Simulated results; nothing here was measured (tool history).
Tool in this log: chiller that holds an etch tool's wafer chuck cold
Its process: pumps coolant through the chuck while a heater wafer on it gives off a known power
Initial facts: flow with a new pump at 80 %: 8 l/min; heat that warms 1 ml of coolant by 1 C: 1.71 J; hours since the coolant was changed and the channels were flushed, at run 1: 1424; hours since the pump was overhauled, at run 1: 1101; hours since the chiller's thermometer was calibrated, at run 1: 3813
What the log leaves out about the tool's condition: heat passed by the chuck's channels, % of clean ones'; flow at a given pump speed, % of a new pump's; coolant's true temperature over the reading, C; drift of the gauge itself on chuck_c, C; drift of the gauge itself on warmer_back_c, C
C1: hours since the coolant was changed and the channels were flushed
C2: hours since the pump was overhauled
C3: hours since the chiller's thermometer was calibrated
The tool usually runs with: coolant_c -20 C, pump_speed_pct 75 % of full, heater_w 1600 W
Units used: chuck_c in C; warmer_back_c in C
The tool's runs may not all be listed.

Run 1, hour 0.0: usual settings; C1 1424; C2 1101; C3 3813. Result: chuck_c 2.1 C, warmer_back_c 7.58 C.
Run 2, hour 21.6: usual settings; C1 1446; C2 1122; C3 3834. Result: chuck_c 2.1 C, warmer_back_c 7.67 C.
Run 3, hour 48.7: usual settings; C1 1473; C2 1150; C3 3861. Result: chuck_c 2.1 C, warmer_back_c 7.63 C.
Run 4, hour 67.9: usual settings but coolant_c -14 C; C1 1492; C2 1169; C3 3880. Result: chuck_c 8.2 C, warmer_back_c 7.72 C.
Run 5, hour 108.4: usual settings but coolant_c -14 C; C1 1533; C2 1209; C3 3921. Result: chuck_c 7.9 C, warmer_back_c 7.75 C.
Run 6, hour 150.9: usual settings but coolant_c -14 C; C1 1575; C2 1252; C3 3963. Result: chuck_c 7.9 C, warmer_back_c 7.68 C.
Run 7, hour 170.0: usual settings but coolant_c -14 C; C1 1594; C2 1271; C3 3983. Result: chuck_c 8.0 C, warmer_back_c 7.68 C.
Run 8, hour 190.7: usual settings but coolant_c -14 C, heater_w 1482 W; C1 1615; C2 1292; C3 4003. Result: chuck_c 6.4 C, warmer_back_c 7.11 C.
Run 9, hour 233.5: usual settings; C1 1658; C2 1334; C3 4046. Result: chuck_c 2.1 C, warmer_back_c 7.75 C.
Run 10, hour 273.6: usual settings; C1 1698; C2 1374; C3 4086. Result: chuck_c 2.2 C, warmer_back_c 7.68 C.
Run 11, hour 299.3: usual settings but coolant_c -18 C; C1 1724; C2 1400; C3 4112. Result: chuck_c 4.4 C, warmer_back_c 7.72 C.
Run 12, hour 327.3: usual settings but coolant_c -18 C, pump_speed_pct 88 % of full; C1 1752; C2 1428; C3 4140. Result: chuck_c 2.0 C, warmer_back_c 6.46 C.
Run 13, hour 363.1: usual settings but coolant_c -18 C, pump_speed_pct 88 % of full; C1 1787; C2 1464; C3 4176. Result: chuck_c 2.1 C, warmer_back_c 6.41 C.
Run 14, hour 382.4: usual settings but pump_speed_pct 79 % of full; C1 1807; C2 1483; C3 4195. Result: chuck_c 1.5 C, warmer_back_c 7.22 C.
Run 15, hour 429.2: usual settings but pump_speed_pct 79 % of full; C1 1854; C2 1530; C3 4242. Result: chuck_c 1.7 C, warmer_back_c 7.26 C.
Run 16, hour 472.1: usual settings but heater_w 2018 W; C1 1896; C2 1573; C3 4285. Result: chuck_c 8.0 C, warmer_back_c 9.73 C.
Run 17, hour 501.7: usual settings but heater_w 2018 W; C1 1926; C2 1603; C3 4314. Result: chuck_c 8.1 C, warmer_back_c 9.65 C.
Run 18, hour 528.7: usual settings but coolant_c -24 C, pump_speed_pct 89 % of full, heater_w 993 W; C1 1953; C2 1630; C3 4341. Result: chuck_c -11.5 C, warmer_back_c 3.97 C.
Run 19, hour 553.4: usual settings but coolant_c -29 C, pump_speed_pct 70 % of full, heater_w 857 W; C1 1978; C2 1654; C3 4366. Result: chuck_c -16.2 C, warmer_back_c 4.51 C.
Run 20, hour 597.1: usual settings but pump_speed_pct 76 % of full, heater_w 1220 W; C1 2021; C2 1698; C3 4410. Result: chuck_c -2.9 C, warmer_back_c 5.84 C.
Run 21, hour 642.7: usual settings but coolant_c -26 C, pump_speed_pct 76 % of full, heater_w 1220 W; C1 2067; C2 1744; C3 4455. Result: chuck_c -9.0 C, warmer_back_c 5.82 C.
Run 22, hour 672.4: usual settings but coolant_c -21 C, pump_speed_pct 77 % of full, heater_w 885 W; C1 2097; C2 1773; C3 4485. Result: chuck_c -8.6 C, warmer_back_c 4.16 C.
Run 23, hour 691.9: usual settings but coolant_c -22 C, heater_w 1923 W; C1 2116; C2 1793; C3 4504. Result: chuck_c 4.6 C, warmer_back_c 9.21 C.
Run 24, hour 726.9: usual settings but coolant_c -24 C, pump_speed_pct 70 % of full, heater_w 816 W; C1 2151; C2 1828; C3 4539. Result: chuck_c -11.7 C, warmer_back_c 4.27 C.
Run 25, hour 754.3: usual settings but coolant_c -24 C, pump_speed_pct 70 % of full, heater_w 816 W; C1 2179; C2 1855; C3 4567. Result: chuck_c -11.8 C, warmer_back_c 4.28 C.
Run 26, hour 781.8: usual settings but coolant_c -24 C, pump_speed_pct 70 % of full, heater_w 816 W; C1 2206; C2 1883; C3 4594. Result: chuck_c -11.8 C, warmer_back_c 4.26 C.
Run 27, hour 812.8: usual settings but coolant_c -15 C, pump_speed_pct 79 % of full, heater_w 816 W; C1 2237; C2 1914; C3 4625. Result: chuck_c -3.7 C, warmer_back_c 3.74 C.
Run 28, hour 837.0: usual settings but coolant_c -12 C, pump_speed_pct 70 % of full, heater_w 1860 W; C1 2261; C2 1938; C3 4650. Result: chuck_c 15.2 C, warmer_back_c 9.77 C.
Run 29, hour 879.2: usual settings but coolant_c -17 C, pump_speed_pct 64 % of full, heater_w 822 W; C1 2303; C2 1980; C3 4692. Result: chuck_c -3.9 C, warmer_back_c 4.73 C.
Run 30, hour 907.8: usual settings but coolant_c -17 C, pump_speed_pct 97 % of full, heater_w 1088 W; C1 2332; C2 2009; C3 4720. Result: chuck_c -3.9 C, warmer_back_c 3.99 C.
Run 31, hour 940.6: usual settings but coolant_c -17 C, pump_speed_pct 97 % of full, heater_w 1088 W; C1 2365; C2 2042; C3 4753. Result: chuck_c -3.6 C, warmer_back_c 3.99 C.

Below are 4 alternative next runs, each starting from the tool's condition after run 31. Predict each:
Run A, hour 963.9: usual settings but coolant_c -18 C, pump_speed_pct 99 % of full, heater_w 1066 W; C1 2388; C2 2065; C3 4776. Result: chuck_c ?, warmer_back_c ?.
Run B, hour 963.9: usual settings but coolant_c -29 C; C1 2388; C2 2065; C3 4776. Result: chuck_c ?, warmer_back_c ?.
Run C, hour 963.9: usual settings but pump_speed_pct 91 % of full, heater_w 1084 W; C1 2388; C2 2065; C3 4776. Result: chuck_c ?, warmer_back_c ?.
Run D, hour 963.9: usual settings but coolant_c -17 C, pump_speed_pct 96 % of full, heater_w 827 W; C1 2388; C2 2065; C3 4776. Result: chuck_c ?, warmer_back_c ?.

run  chuck_c  warmer_back_c
  A     -5.1           3.79
  B     -6.4           7.74
  C     -6.2           4.25
  D     -6.8           3.03
With no hidden state in the tool, these same runs would have given:
run  chuck_c  warmer_back_c
  A     -6.4           3.70
  B     -8.2           7.54
  C     -7.5           4.14
  D     -7.9           2.95
